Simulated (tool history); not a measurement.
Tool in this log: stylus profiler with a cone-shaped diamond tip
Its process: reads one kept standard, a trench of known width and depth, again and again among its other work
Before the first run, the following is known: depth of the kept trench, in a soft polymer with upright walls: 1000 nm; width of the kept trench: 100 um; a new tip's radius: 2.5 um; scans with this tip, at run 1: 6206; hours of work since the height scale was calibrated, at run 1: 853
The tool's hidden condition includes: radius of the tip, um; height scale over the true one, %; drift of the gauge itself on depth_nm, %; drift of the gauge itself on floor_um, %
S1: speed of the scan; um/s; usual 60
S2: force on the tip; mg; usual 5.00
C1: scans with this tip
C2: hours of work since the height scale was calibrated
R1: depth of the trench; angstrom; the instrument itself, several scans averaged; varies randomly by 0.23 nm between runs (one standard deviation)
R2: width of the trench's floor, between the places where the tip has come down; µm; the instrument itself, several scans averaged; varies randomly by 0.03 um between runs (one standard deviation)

run,hour,S1,S2,C1,C2,R1,R2
1,0.0,60,5.00,6206,853,10106.7,94.26
2,69.5,36,5.00,6447,886,10106.0,94.29
3,152.5,36,5.00,6736,926,10103.7,94.25
4,208.9,60,5.00,6932,953,10103.3,94.10
5,271.6,60,5.00,7150,983,10100.4,94.07
6,351.9,60,3.47,7429,1021,10069.4,94.00
7,424.4,60,5.56,7682,1056,10112.9,94.01
8,538.8,60,5.56,8079,1111,10106.9,93.90
# hour 550.0: height scale calibrated on a step standard
9,619.5,60,5.56,8358,33,10085.7,93.86
10,682.3,205,1.73,8577,63,10009.8,92.72
# hour 727.2: height scale calibrated on a step standard, once more
11,797.5,205,1.73,8975,34,10070.6,92.71
12,862.8,205,1.73,9202,65,10068.4,92.67
13,923.9,205,1.73,9415,94,10065.8,92.66
14,1003.6,205,1.73,9692,132,10061.3,92.56
15,1061.4,205,1.73,9893,160,10065.0,92.58

Run 16, settings as shown, results not yet in. Your forecast:
16,1169.3,205,1.73,10268,211,?,?

R1: 10058.8 angstrom
R2: 92.45 µm
With the hidden condition absent and the run-to-run variation left alone, this run would have shown R1 10064.5 angstrom, R2 94.73 µm.
